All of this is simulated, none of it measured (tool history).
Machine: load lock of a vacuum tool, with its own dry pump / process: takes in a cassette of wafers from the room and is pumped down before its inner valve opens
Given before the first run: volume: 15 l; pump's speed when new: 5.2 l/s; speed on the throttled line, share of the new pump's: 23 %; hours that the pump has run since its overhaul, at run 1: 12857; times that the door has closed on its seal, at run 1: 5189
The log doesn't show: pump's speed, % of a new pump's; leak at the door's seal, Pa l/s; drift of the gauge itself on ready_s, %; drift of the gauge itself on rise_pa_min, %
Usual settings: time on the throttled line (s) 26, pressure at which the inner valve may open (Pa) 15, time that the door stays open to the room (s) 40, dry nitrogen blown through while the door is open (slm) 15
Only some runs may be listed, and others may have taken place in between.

| run | hour | time on the throttled line (s) | pressure at which the inner valve may open (Pa) | time that the door stays open to the room (s) | dry nitrogen blown through while the door is open (slm) | hours that the pump has run since its overhaul | times that the door has closed on its seal | incoming humidity of the room's air, % | time from the closed door until the inner valve may open (s) | rise of the pressure with all valves shut (Pa/min) |
|---|---|---|---|---|---|---|---|---|---|---|
| 1 | 0.0 | 26 | 15 | 40 | 15 | 12857 | 5189 | 46.4 | 52.5 | 0.053 |
| 2 | 81.7 | 27 | 15 | 40 | 15 | 12939 | 5318 | 45.7 | 53.5 | 0.052 |
| 3 | 177.5 | 26 | 15 | 40 | 15 | 13035 | 5468 | 45.6 | 52.4 | 0.057 |
| 4 | 274.2 | 26 | 15 | 40 | 15 | 13131 | 5621 | 45.0 | 52.9 | 0.060 |
| 5 | 378.6 | 26 | 15 | 40 | 15 | 13236 | 5785 | 43.4 | 52.6 | 0.056 |
| 6 | 444.3 | 26 | 15 | 40 | 15 | 13301 | 5888 | 44.0 | 52.9 | 0.053 |
| 7 | 504.9 | 26 | 15 | 40 | 15 | 13362 | 5984 | 45.6 | 53.1 | 0.056 |
|  | 587.9 | dry pump taken out, an overhauled one fitted |
| 8 | 601.5 | 31 | 15 | 40 | 15 | 14 | 6126 | 44.5 | 50.0 | 0.050 |
| 9 | 672.7 | 26 | 15 | 40 | 15 | 85 | 6238 | 44.3 | 46.0 | 0.057 |
| 10 | 763.3 | 26 | 15 | 40 | 15 | 175 | 6381 | 45.6 | 46.0 | 0.057 |
| 11 | 831.3 | 26 | 15 | 40 | 15 | 243 | 6488 | 47.0 | 45.9 | 0.052 |
| 12 | 886.3 | 26 | 15 | 40 | 15 | 298 | 6574 | 47.7 | 46.4 | 0.059 |
| 13 | 971.1 | 26 | 15 | 40 | 15 | 383 | 6708 | 45.1 | 45.4 | 0.049 |
| 14 | 1051.0 | 26 | 15 | 40 | 15 | 463 | 6834 | 45.4 | 46.7 | 0.056 |
| 15 | 1119.7 | 26 | 15 | 40 | 15 | 532 | 6942 | 46.9 | 46.3 | 0.057 |
| 16 | 1187.5 | 26 | 15 | 40 | 15 | 600 | 7049 | 43.5 | 46.2 | 0.052 |
| 17 | 1283.7 | 39 | 15 | 40 | 15 | 696 | 7200 | 48.6 | 56.0 | 0.059 |
| 18 | 1328.0 | 39 | 15 | 40 | 15 | 740 | 7270 | 48.0 | 56.5 | 0.057 |
| 19 | 1391.5 | 39 | 15 | 40 | 15 | 804 | 7370 | 45.3 | 56.0 | 0.057 |
| 20 | 1482.8 | 16 | 13 | 92 | 8 | 895 | 7513 | 47.1 | 39.8 | 0.091 |
| 21 | 1544.2 | 26 | 19 | 85 | 15 | 956 | 7610 | 43.2 | 46.0 | 0.076 |
| 22 | 1593.5 | 26 | 19 | 85 | 15 | 1006 | 7687 | 47.1 | 44.9 | 0.084 |
| 23 | 1672.0 | 26 | 19 | 85 | 15 | 1084 | 7811 | 45.8 | 45.9 | 0.077 |
| 24 | 1755.3 | 26 | 19 | 100 | 15 | 1167 | 7942 | 47.0 | 45.6 | 0.087 |
| 25 | 1841.6 | 26 | 19 | 100 | 15 | 1254 | 8078 | 47.0 | 45.7 | 0.086 |
| 26 | 1927.6 | 28 | 12 | 142 | 5 | 1340 | 8213 | 45.4 | 48.7 | 0.125 |
| 27 | 2022.3 | 19 | 23 | 238 | 5 | 1434 | 8362 | 40.9 | 39.7 | 0.150 |
| 28 | 2084.2 | 19 | 13 | 238 | 6 | 1496 | 8460 | 49.0 | 41.9 | 0.161 |
| 29 | 2172.3 | 26 | 13 | 40 | 15 | 1584 | 8598 | 44.6 | 47.0 | 0.055 |
| 30 | 2231.4 | 26 | 13 | 40 | 15 | 1644 | 8691 | 47.2 | 46.7 | 0.056 |
| 31 | 2316.6 | 26 | 15 | 40 | 39 | 1729 | 8825 | 47.1 | 46.8 | 0.048 |
| 32 | 2386.1 | 26 | 15 | 182 | 15 | 1798 | 8935 | 43.8 | 47.1 | 0.110 |
| 33 | 2473.5 | 26 | 18 | 182 | 19 | 1886 | 9072 | 45.1 | 46.5 | 0.105 |

Selected run-to-run steps in time from the closed door until the inner valve may open (s), each split into two signed amounts: the part the tool would show with no hidden state at all (from settings, incoming material and random variation), and the remainder, which goes to the hidden state together with any gauge scatter not common to the measured and the hidden-state-free results:
Run 2 -> 3: time on the throttled line (s) 27 -> 26. time from the closed door until the inner valve may open (s) -1.1: hidden state +0.2, all else -1.3.
Run 7 -> 8: time on the throttled line (s) 26 -> 31, dry pump taken out, an overhauled one fitted. time from the closed door until the inner valve may open (s) -3.1: hidden state -7.1, all else +4.0.
Run 16 -> 17: time on the throttled line (s) 26 -> 39. time from the closed door until the inner valve may open (s) +9.8: hidden state -0.1, all else +9.9.
Run 19 -> 20: time on the throttled line (s) 39 -> 16, pressure at which the inner valve may open (Pa) 15 -> 13, time that the door stays open to the room (s) 40 -> 92, dry nitrogen blown through while the door is open (slm) 15 -> 8. time from the closed door until the inner valve may open (s) -16.2: hidden state +0.2, all else -16.4.
Run 26 -> 27: time on the throttled line (s) 28 -> 19, pressure at which the inner valve may open (Pa) 12 -> 23, time that the door stays open to the room (s) 142 -> 238. time from the closed door until the inner valve may open (s) -9.0: hidden state +0.0, all else -9.0.
